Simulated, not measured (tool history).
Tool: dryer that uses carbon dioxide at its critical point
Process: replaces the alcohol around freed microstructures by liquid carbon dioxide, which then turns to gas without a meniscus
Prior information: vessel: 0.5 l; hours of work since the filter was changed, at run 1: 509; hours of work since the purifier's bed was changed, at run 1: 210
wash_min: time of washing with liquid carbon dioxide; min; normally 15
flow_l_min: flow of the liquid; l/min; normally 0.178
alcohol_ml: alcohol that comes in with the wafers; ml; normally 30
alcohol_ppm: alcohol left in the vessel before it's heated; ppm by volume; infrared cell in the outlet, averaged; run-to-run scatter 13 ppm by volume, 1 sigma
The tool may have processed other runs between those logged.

run,hour,wash_min,flow_l_min,alcohol_ml,hours of work since the filter was changed,hours of work since the purifier's bed was changed,alcohol_ppm
1,0,15,0.178,30,509,210,1419
2,12,15,0.178,30,514,214,1381
# hour 27.4: inlet filter changed
3,40.7,15,0.178,30,5,224,816
4,63.8,15,0.178,30,13,233,845
5,80.6,15,0.178,30,19,239,837
6,107.5,15,0.178,30,29,249,837
7,132.6,15,0.178,30,39,258,845
8,158.1,15,0.178,30,48,267,875
9,185.2,15,0.178,30,58,277,897
10,199.7,15,0.178,30,63,282,878
11,216.9,15,0.178,30,69,289,878
12,236.6,15,0.118,30,77,296,3621
13,256.2,15,0.118,30,84,303,3730
14,273.9,15,0.273,30,90,310,135
15,301.8,15,0.178,30,101,320,900
16,316.7,15,0.178,30,106,325,933
17,329.4,15,0.178,30,111,330,919
18,349.1,15,0.178,22,118,337,708
19,373.7,15,0.178,30,127,346,922
20,399.1,15,0.178,30,136,356,958
21,418.2,15,0.178,30,143,363,935
22,431.3,15,0.178,30,148,367,974
23,444.7,15,0.178,109,153,372,3357
24,459.5,19,0.178,94,158,378,1010
25,482.6,19,0.178,94,167,386,1038
26,495.3,16,0.135,47,172,391,3230
27,506.9,21,0.192,30,176,395,187
28,525.5,21,0.192,30,183,402,175
29,546.7,21,0.192,30,190,410,185
30,574.9,9,0.178,105,201,420,17559
31,600.4,21,0.178,105,210,429,708
32,623.5,21,0.153,105,219,438,1559
33,643.4,11,0.281,40,226,445,747
34,659.6,9,0.281,61,232,451,2554
35,671.5,15,0.282,30,236,455,159
36,690.4,15,0.178,30,243,462,1071
37,703.6,15,0.178,30,248,467,1054
38,727.6,15,0.178,30,257,476,1089
39,740.1,15,0.178,30,261,481,1105
40,760.1,10,0.112,110,269,488,40129
41,778.3,15,0.191,45,275,495,1226
42,801,15,0.191,45,284,503,1276
43,812.4,15,0.127,30,288,507,3429
44,828.8,15,0.127,30,294,513,3422
45,845.1,15,0.131,30,300,519,3196
46,871.3,15,0.131,30,309,529,3236

What if the next run were any one of these 5? Each begins from the tool's condition after run 46:
A,888.1,10,0.131,114,316,535,?
B,888.1,12,0.144,30,316,535,?
C,888.1,16,0.259,84,316,535,?
D,888.1,12,0.193,30,316,535,?
E,888.1,14,0.206,115,316,535,?

run,alcohol_ppm
A,31932
B,4610
C,413
D,1923
E,3076
With no hidden state in the tool, these same runs would have given:
run,alcohol_ppm
A,27070
B,3655
C,198
D,1381
E,2092
